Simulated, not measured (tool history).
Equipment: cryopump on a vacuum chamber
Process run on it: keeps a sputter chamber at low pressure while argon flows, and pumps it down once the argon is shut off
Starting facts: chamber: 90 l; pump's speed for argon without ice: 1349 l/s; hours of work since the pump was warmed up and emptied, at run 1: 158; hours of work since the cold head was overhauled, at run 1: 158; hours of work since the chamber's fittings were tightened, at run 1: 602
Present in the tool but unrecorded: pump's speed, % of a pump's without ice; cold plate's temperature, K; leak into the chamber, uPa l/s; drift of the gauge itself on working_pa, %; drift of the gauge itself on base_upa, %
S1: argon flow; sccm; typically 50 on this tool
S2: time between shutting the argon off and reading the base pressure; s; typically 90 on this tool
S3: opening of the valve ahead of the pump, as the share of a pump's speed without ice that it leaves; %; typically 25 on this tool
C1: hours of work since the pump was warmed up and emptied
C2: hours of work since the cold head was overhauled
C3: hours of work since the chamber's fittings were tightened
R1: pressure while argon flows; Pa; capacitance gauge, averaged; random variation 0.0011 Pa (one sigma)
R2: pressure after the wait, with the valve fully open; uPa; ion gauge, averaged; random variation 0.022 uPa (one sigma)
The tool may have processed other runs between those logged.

{"run": 1, "hour": 0.0, "S1": 50, "S2": 90, "S3": 25, "C1": 158, "C2": 158, "C3": 602, "R1": 0.2557, "R2": 0.86}
{"run": 2, "hour": 10.2, "S1": 50, "S2": 25, "S3": 25, "C1": 164, "C2": 164, "C3": 608, "R1": 0.257, "R2": 1.72}
{"run": 3, "hour": 27.3, "S1": 50, "S2": 90, "S3": 16, "C1": 174, "C2": 174, "C3": 618, "R1": 0.3966, "R2": 0.89}
{"run": 4, "hour": 42.5, "S1": 50, "S2": 90, "S3": 51, "C1": 182, "C2": 182, "C3": 626, "R1": 0.1286, "R2": 0.9}
{"run": 5, "hour": 63.5, "S1": 50, "S2": 90, "S3": 51, "C1": 194, "C2": 194, "C3": 638, "R1": 0.1301, "R2": 0.88}
{"run": 6, "hour": 75.1, "S1": 50, "S2": 90, "S3": 51, "C1": 201, "C2": 201, "C3": 645, "R1": 0.131, "R2": 0.88}
{"run": 7, "hour": 94.5, "S1": 50, "S2": 172, "S3": 25, "C1": 212, "C2": 212, "C3": 656, "R1": 0.2596, "R2": 0.76}
{"run": 8, "hour": 104.5, "S1": 50, "S2": 90, "S3": 25, "C1": 218, "C2": 218, "C3": 662, "R1": 0.259, "R2": 0.88}
{"run": 9, "hour": 121.0, "S1": 50, "S2": 90, "S3": 25, "C1": 227, "C2": 227, "C3": 671, "R1": 0.2599, "R2": 0.92}
{"run": 10, "hour": 137.8, "S1": 50, "S2": 57, "S3": 25, "C1": 237, "C2": 237, "C3": 681, "R1": 0.2602, "R2": 1.1}
{"run": 11, "hour": 148.0, "S1": 76, "S2": 57, "S3": 25, "C1": 242, "C2": 242, "C3": 686, "R1": 0.3948, "R2": 1.11}
{"run": 12, "hour": 166.1, "S1": 76, "S2": 57, "S3": 25, "C1": 253, "C2": 253, "C3": 697, "R1": 0.3948, "R2": 1.14}
{"run": 13, "hour": 175.9, "S1": 50, "S2": 90, "S3": 25, "C1": 258, "C2": 258, "C3": 702, "R1": 0.2606, "R2": 0.93}
{"run": 14, "hour": 192.3, "S1": 50, "S2": 90, "S3": 25, "C1": 268, "C2": 268, "C3": 712, "R1": 0.2611, "R2": 0.93}
{"run": 15, "hour": 202.0, "S1": 50, "S2": 90, "S3": 25, "C1": 273, "C2": 273, "C3": 717, "R1": 0.2604, "R2": 0.89}
{"run": 16, "hour": 221.5, "S1": 50, "S2": 90, "S3": 25, "C1": 284, "C2": 284, "C3": 728, "R1": 0.2625, "R2": 0.96}
{"run": 17, "hour": 236.8, "S1": 50, "S2": 90, "S3": 25, "C1": 293, "C2": 293, "C3": 737, "R1": 0.2612, "R2": 0.97}
{"run": 18, "hour": 252.8, "S1": 50, "S2": 90, "S3": 25, "C1": 302, "C2": 302, "C3": 746, "R1": 0.2618, "R2": 0.91}
{"run": 19, "hour": 263.3, "S1": 50, "S2": 90, "S3": 27, "C1": 308, "C2": 308, "C3": 752, "R1": 0.2454, "R2": 0.99}
{"run": 20, "hour": 276.7, "S1": 50, "S2": 90, "S3": 27, "C1": 316, "C2": 316, "C3": 760, "R1": 0.2451, "R2": 0.97}
{"run": 21, "hour": 298.5, "S1": 50, "S2": 90, "S3": 43, "C1": 328, "C2": 328, "C3": 772, "R1": 0.159, "R2": 0.97}
{"run": 22, "hour": 312.3, "S1": 35, "S2": 25, "S3": 17, "C1": 336, "C2": 336, "C3": 780, "R1": 0.2673, "R2": 1.9}
{"run": 23, "hour": 323.0, "S1": 35, "S2": 25, "S3": 17, "C1": 342, "C2": 342, "C3": 786, "R1": 0.268, "R2": 1.91}
{"run": 24, "hour": 337.2, "S1": 35, "S2": 209, "S3": 40, "C1": 350, "C2": 350, "C3": 794, "R1": 0.1191, "R2": 0.84}
{"run": 25, "hour": 348.6, "S1": 35, "S2": 209, "S3": 40, "C1": 357, "C2": 357, "C3": 801, "R1": 0.1208, "R2": 0.79}
{"run": 26, "hour": 368.2, "S1": 36, "S2": 115, "S3": 20, "C1": 368, "C2": 368, "C3": 812, "R1": 0.2365, "R2": 0.92}
{"run": 27, "hour": 382.6, "S1": 40, "S2": 201, "S3": 33, "C1": 376, "C2": 376, "C3": 820, "R1": 0.1638, "R2": 0.82}
{"run": 28, "hour": 396.1, "S1": 40, "S2": 201, "S3": 29, "C1": 384, "C2": 384, "C3": 828, "R1": 0.1857, "R2": 0.85}
{"run": 29, "hour": 414.3, "S1": 40, "S2": 201, "S3": 29, "C1": 394, "C2": 394, "C3": 838, "R1": 0.1873, "R2": 0.87}
{"run": 30, "hour": 430.2, "S1": 54, "S2": 195, "S3": 29, "C1": 403, "C2": 403, "C3": 847, "R1": 0.253, "R2": 0.93}
{"run": 31, "hour": 451.5, "S1": 22, "S2": 27, "S3": 51, "C1": 415, "C2": 415, "C3": 859, "R1": 0.0619, "R2": 1.85}
{"run": 32, "hour": 464.6, "S1": 22, "S2": 27, "S3": 51, "C1": 423, "C2": 423, "C3": 867, "R1": 0.064, "R2": 1.85}
{"run": 33, "hour": 485.7, "S1": 48, "S2": 297, "S3": 44, "C1": 435, "C2": 435, "C3": 879, "R1": 0.1574, "R2": 0.86}
{"run": 34, "hour": 502.3, "S1": 88, "S2": 297, "S3": 54, "C1": 444, "C2": 444, "C3": 888, "R1": 0.2388, "R2": 0.87}
{"run": 35, "hour": 522.6, "S1": 88, "S2": 297, "S3": 54, "C1": 456, "C2": 456, "C3": 900, "R1": 0.2398, "R2": 0.92}

Some steps in R1, run to run, broken into two amounts with sign: the step expected even without the hidden condition (settings, incoming material, random variation), and the rest, left for the hidden condition together with whatever gauge scatter is not in both the measured and the hidden-condition-free result:
Run 3 -> 4: S3 16 -> 51. R1 -0.2680 Pa: hidden state +0.0003, all else -0.2683.
Run 23 -> 24: S2 25 -> 209, S3 17 -> 40. R1 -0.1489 Pa: hidden state +0.0004, all else -0.1493.
Run 30 -> 31: S1 54 -> 22, S2 195 -> 27, S3 29 -> 51. R1 -0.1911 Pa: hidden state -0.0112, all else -0.1799.
Run 32 -> 33: S1 22 -> 48, S2 27 -> 297, S3 51 -> 44. R1 +0.0934 Pa: hidden state +0.0106, all else +0.0828.
Run 33 -> 34: S1 48 -> 88, S3 44 -> 54. R1 +0.0814 Pa: hidden state +0.0164, all else +0.0650.
